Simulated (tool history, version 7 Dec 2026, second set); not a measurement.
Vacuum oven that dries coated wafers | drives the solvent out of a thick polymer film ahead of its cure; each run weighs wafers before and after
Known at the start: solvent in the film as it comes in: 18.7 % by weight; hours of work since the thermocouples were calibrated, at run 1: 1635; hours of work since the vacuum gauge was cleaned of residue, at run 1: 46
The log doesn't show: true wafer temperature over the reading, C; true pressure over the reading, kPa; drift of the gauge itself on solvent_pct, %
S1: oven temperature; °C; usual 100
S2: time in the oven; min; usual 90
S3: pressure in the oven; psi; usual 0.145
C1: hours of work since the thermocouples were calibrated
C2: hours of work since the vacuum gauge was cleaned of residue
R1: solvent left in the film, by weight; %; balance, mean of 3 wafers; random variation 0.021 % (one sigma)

run	day	S1	S2	S3	C1	C2	R1
1	0	100	90	0.145	1635	46	0.84
2	2.442	100	90	0.145	1679	89	0.81
3	3.925	100	90	0.145	1705	115	0.81
4	5.042	100	90	0.145	1725	135	0.81
# day 5.362: oven's thermocouples calibrated
5	7.704	100	90	0.145	42	181	1.22
6	9.1	100	90	0.145	66	206	1.21
7	10.517	87	90	0.145	92	231	4.4
8	11.892	87	90	0.145	116	256	4.42
9	13.604	87	58	0.145	147	286	6.7
10	16.254	87	58	0.471	194	333	8.14
11	17.462	100	90	0.145	215	355	1.18
12	19.104	100	147	0.145	244	384	0.71
13	20.571	100	147	0.145	271	410	0.75
14	22.762	100	48	0.145	310	449	3.08
15	24.65	100	48	0.145	343	483	3.09
16	25.954	100	90	0.145	366	506	1.17
17	28.079	100	90	0.145	404	544	1.11
18	29.708	115	90	0.145	433	573	0.4
19	30.904	115	90	0.145	454	594	0.41
20	33.317	115	90	0.145	497	637	0.39
21	35.958	115	90	0.145	544	684	0.41
22	37.225	100	90	0.145	567	706	1.1
23	39.217	100	90	0.145	602	742	1.1
24	41.362	100	155	0.12	640	780	0.6
25	43.125	114	90	0.277	672	811	0.77
26	45.758	112	90	0.277	719	858	0.77
27	47.033	93	156	0.277	741	881	1.77
28	49.146	93	156	0.277	779	918	1.78
29	51.308	97	100	0.122	817	957	1.2
30	53.767	100	90	0.091	861	1001	0.83
31	55.567	111	68	0.109	893	1033	0.43
32	58.238	111	68	0.109	941	1080	0.46
33	60.933	93	57	0.088	989	1128	3.86
34	63.408	93	57	0.088	1033	1172	3.79
35	66.121	93	57	0.088	1081	1220	3.78
36	68.433	88	89	0.145	1122	1262	3.53
37	69.925	86	88	0.26	1148	1288	4.79
38	71.562	86	88	0.26	1178	1317	4.82
39	72.804	100	89	0.122	1200	1339	0.93
40	74.988	100	90	0.088	1239	1378	0.8
41	76.521	100	90	0.234	1266	1405	1.33
42	78.108	91	90	0.145	1294	1434	2.53
43	80.333	91	90	0.145	1334	1473	2.57

3 ways to go on from here, each from the tool as it stands after run 43. What would each give?
A	82.154	91	77	0.145	1366	1506	?
B	82.154	103	90	0.354	1366	1506	?
C	82.154	100	68	0.315	1366	1506	?

run	R1
A	3.13
B	1.46
C	2.09
Without the tool's hidden state the same runs would have given:
run	R1
A	3.81
B	1.58
C	2.5

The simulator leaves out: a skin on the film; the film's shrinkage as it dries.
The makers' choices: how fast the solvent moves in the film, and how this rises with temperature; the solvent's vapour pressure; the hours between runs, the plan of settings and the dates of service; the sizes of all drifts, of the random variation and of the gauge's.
